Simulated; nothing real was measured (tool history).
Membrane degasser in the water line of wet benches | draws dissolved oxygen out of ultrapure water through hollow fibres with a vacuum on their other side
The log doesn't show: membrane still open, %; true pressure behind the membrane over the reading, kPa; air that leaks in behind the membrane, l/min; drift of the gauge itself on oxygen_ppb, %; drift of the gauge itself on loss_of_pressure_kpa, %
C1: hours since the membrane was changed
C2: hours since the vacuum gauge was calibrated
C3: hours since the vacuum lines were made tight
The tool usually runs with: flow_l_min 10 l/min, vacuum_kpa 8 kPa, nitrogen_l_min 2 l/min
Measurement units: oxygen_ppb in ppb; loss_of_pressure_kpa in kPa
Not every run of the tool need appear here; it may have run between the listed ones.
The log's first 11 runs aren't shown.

run 12 hour=967.3 | flow_l_min=12 vacuum_kpa=8 nitrogen_l_min=2 | C1=3660 C2=1288 C3=10756 | oxygen_ppb=80.5 loss_of_pressure_kpa=39.98
run 13 hour=1059.7 | flow_l_min=12 vacuum_kpa=8 nitrogen_l_min=2 | C1=3752 C2=1381 C3=10848 | oxygen_ppb=80.6 loss_of_pressure_kpa=40.03
run 14 hour=1142.8 | flow_l_min=12 vacuum_kpa=8 nitrogen_l_min=2 | C1=3835 C2=1464 C3=10932 | oxygen_ppb=79.3 loss_of_pressure_kpa=40.44
run 15 hour=1223.3 | flow_l_min=13 vacuum_kpa=8 nitrogen_l_min=2 | C1=3916 C2=1544 C3=11012 | oxygen_ppb=87.2 loss_of_pressure_kpa=43.28
run 16 hour=1288.5 | flow_l_min=13 vacuum_kpa=8 nitrogen_l_min=2 | C1=3981 C2=1610 C3=11077 | oxygen_ppb=87.7 loss_of_pressure_kpa=43.41
run 17 hour=1395 | flow_l_min=13 vacuum_kpa=8 nitrogen_l_min=2 | C1=4087 C2=1716 C3=11184 | oxygen_ppb=87.5 loss_of_pressure_kpa=43.63
run 18 hour=1485.6 | flow_l_min=12 vacuum_kpa=8 nitrogen_l_min=3.64 | C1=4178 C2=1807 C3=11274 | oxygen_ppb=48.3 loss_of_pressure_kpa=39.95
run 19 hour=1602.3 | flow_l_min=12 vacuum_kpa=8.54 nitrogen_l_min=2 | C1=4295 C2=1923 C3=11391 | oxygen_ppb=88.6 loss_of_pressure_kpa=40.35
run 20 hour=1677.4 | flow_l_min=12 vacuum_kpa=8.54 nitrogen_l_min=2 | C1=4370 C2=1999 C3=11466 | oxygen_ppb=89 loss_of_pressure_kpa=40.2
run 21 hour=1799 | flow_l_min=10 vacuum_kpa=14.93 nitrogen_l_min=2.09 | C1=4491 C2=2120 C3=11588 | oxygen_ppb=152.7 loss_of_pressure_kpa=33.6
run 22 hour=1905.8 | flow_l_min=10 vacuum_kpa=14.93 nitrogen_l_min=2.09 | C1=4598 C2=2227 C3=11695 | oxygen_ppb=149.4 loss_of_pressure_kpa=33.6
run 23 hour=2019.5 | flow_l_min=10 vacuum_kpa=14.93 nitrogen_l_min=1.07 | C1=4712 C2=2341 C3=11808 | oxygen_ppb=278 loss_of_pressure_kpa=33.73
run 24 hour=2125.8 | flow_l_min=15 vacuum_kpa=14.93 nitrogen_l_min=1.07 | C1=4818 C2=2447 C3=11914 | oxygen_ppb=387.4 loss_of_pressure_kpa=50.49
run 25 hour=2205.3 | flow_l_min=15 vacuum_kpa=14.93 nitrogen_l_min=1.07 | C1=4898 C2=2526 C3=11994 | oxygen_ppb=388.4 loss_of_pressure_kpa=50.02
run 26 hour=2326.4 | flow_l_min=7 vacuum_kpa=12.76 nitrogen_l_min=1.35 | C1=5019 C2=2648 C3=12115 | oxygen_ppb=136 loss_of_pressure_kpa=23.58
run 27 hour=2396 | flow_l_min=7 vacuum_kpa=12.76 nitrogen_l_min=1.35 | C1=5088 C2=2717 C3=12185 | oxygen_ppb=134.9 loss_of_pressure_kpa=23.55
run 28 hour=2455.6 | flow_l_min=8 vacuum_kpa=12.76 nitrogen_l_min=1.35 | C1=5148 C2=2777 C3=12244 | oxygen_ppb=154.7 loss_of_pressure_kpa=26.85
run 29 hour=2554.2 | flow_l_min=10 vacuum_kpa=16.56 nitrogen_l_min=2.26 | C1=5246 C2=2875 C3=12343 | oxygen_ppb=160.7 loss_of_pressure_kpa=33.79
run 30 hour=2617.2 | flow_l_min=10 vacuum_kpa=16.56 nitrogen_l_min=2.26 | C1=5309 C2=2938 C3=12406 | oxygen_ppb=159.7 loss_of_pressure_kpa=33.47

Branching from run 30: 3 alternative next runs. What would each branch give?
run A hour=2743.6 | flow_l_min=8 vacuum_kpa=10.64 nitrogen_l_min=2 | C1=5436 C2=3065 C3=12532 | oxygen_ppb=? loss_of_pressure_kpa=?
run B hour=2743.6 | flow_l_min=10 vacuum_kpa=6.65 nitrogen_l_min=1.29 | C1=5436 C2=3065 C3=12532 | oxygen_ppb=? loss_of_pressure_kpa=?
run C hour=2743.6 | flow_l_min=10 vacuum_kpa=12.15 nitrogen_l_min=2 | C1=5436 C2=3065 C3=12532 | oxygen_ppb=? loss_of_pressure_kpa=?

run=A oxygen_ppb=84 loss_of_pressure_kpa=27.1
run=B oxygen_ppb=73 loss_of_pressure_kpa=33.46
run=C oxygen_ppb=123.4 loss_of_pressure_kpa=33.81
What these runs would have given with no unlogged condition in the tool:
run=A oxygen_ppb=74.6 loss_of_pressure_kpa=26.3
run=B oxygen_ppb=65.8 loss_of_pressure_kpa=32.44
run=C oxygen_ppb=112.2 loss_of_pressure_kpa=32.8

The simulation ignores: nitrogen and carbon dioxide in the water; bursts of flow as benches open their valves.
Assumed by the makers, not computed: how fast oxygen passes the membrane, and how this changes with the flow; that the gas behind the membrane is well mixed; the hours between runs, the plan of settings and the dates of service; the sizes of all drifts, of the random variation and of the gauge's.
